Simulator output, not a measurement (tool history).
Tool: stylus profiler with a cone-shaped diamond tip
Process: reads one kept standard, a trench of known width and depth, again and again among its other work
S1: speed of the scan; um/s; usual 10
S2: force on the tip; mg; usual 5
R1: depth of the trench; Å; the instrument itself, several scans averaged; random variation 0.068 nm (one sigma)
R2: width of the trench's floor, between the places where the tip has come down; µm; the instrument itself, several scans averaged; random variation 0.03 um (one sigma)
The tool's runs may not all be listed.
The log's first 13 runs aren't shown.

run	hour	S1	S2	R1	R2
14	594.8	10	6.98	2055.1	47.31
15	646.1	8	5	2045.2	47.33
16	682.6	8	5	2043.8	47.29
17	721.4	8	5	2046.7	47.31
18	782.2	3	5	2044.5	47.28
19	841.3	3	5	2044.9	47.24
20	875.8	3	5	2046.2	47.18
21	909.5	37	5	2044.7	47.1
22	955.9	10	5	2045.4	47.13
23	1003.3	10	5	2046.9	47.12
24	1060.8	5	9.56	2068.7	47.14
25	1105.6	5	7.59	2060.4	47.04
26	1162.5	20	11.58	2076.7	47.01
27	1221.9	20	11.58	2077.6	47
28	1259.8	6	5.39	2047.9	46.96
29	1313.7	14	6.7	2054.8	46.93
30	1368	2	1.84	2026.6	46.96
31	1399.3	2	1.84	2025.5	46.89
32	1433.4	11	5	2046.2	46.87
33	1494.6	10	2.21	2029.5	46.85

Run 34 comes next. What will it give?
34	1534.4	10	2.21	?	?

Run 34 gave R1 2029.8 Å, R2 46.84 µm.
Without the tool's hidden state the same run would have given R1 2024.6 Å, R2 48.04 µm.
